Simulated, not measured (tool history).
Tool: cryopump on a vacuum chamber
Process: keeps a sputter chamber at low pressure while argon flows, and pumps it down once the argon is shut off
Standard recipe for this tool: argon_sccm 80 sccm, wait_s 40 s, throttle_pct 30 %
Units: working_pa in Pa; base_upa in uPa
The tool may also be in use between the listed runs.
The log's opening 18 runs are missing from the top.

run	hour	argon_sccm	wait_s	throttle_pct	hours of work since the pump was warmed up and emptied	hours of work since the cold head was overhauled	hours of work since the chamber's fittings were tightened	working_pa	base_upa
19	301.2	89	206	18	460	460	2612	0.5711	3.11
20	323.4	39	36	18	473	473	2625	0.2508	5.21
21	341.1	39	36	54	483	483	2635	0.0864	5.46
22	356.8	111	36	59	492	492	2644	0.2267	5.36
23	376.1	45	56	44	504	504	2656	0.1206	4.27
24	387.1	68	40	30	510	510	2662	0.2649	5.07
25	397.4	68	40	30	516	516	2668	0.2623	5.08
26	417.7	68	40	30	528	528	2680	0.2642	5.18
27	441.1	68	40	30	542	542	2693	0.2652	5.18
28	460	88	40	34	553	553	2705	0.3048	5.04
29	474	88	40	34	561	561	2713	0.3048	4.97
30	494.5	88	40	34	573	573	2725	0.3047	5.16
31	517.1	35	269	60	586	586	2738	0.0714	3.22
32	527.6	35	269	60	592	592	2744	0.0712	3.1
33	544.6	107	97	30	602	602	2754	0.4211	3.87
34	561.6	44	97	30	612	612	2764	0.1732	3.8

What if the next run were any one of these 3? Each begins from the tool's condition after run 34:
A	577.1	41	120	20	621	621	2773	?	?
B	577.1	73	154	27	621	621	2773	?	?
C	577.1	157	40	30	621	621	2773	?	?

run	working_pa	base_upa
A	0.2384	3.63
B	0.3176	3.5
C	0.6175	5.3
Take away the tool's hidden state, keep each run's random variation, and the runs would have read:
run	working_pa	base_upa
A	0.2325	1
B	0.307	0.83
C	0.5948	2.64
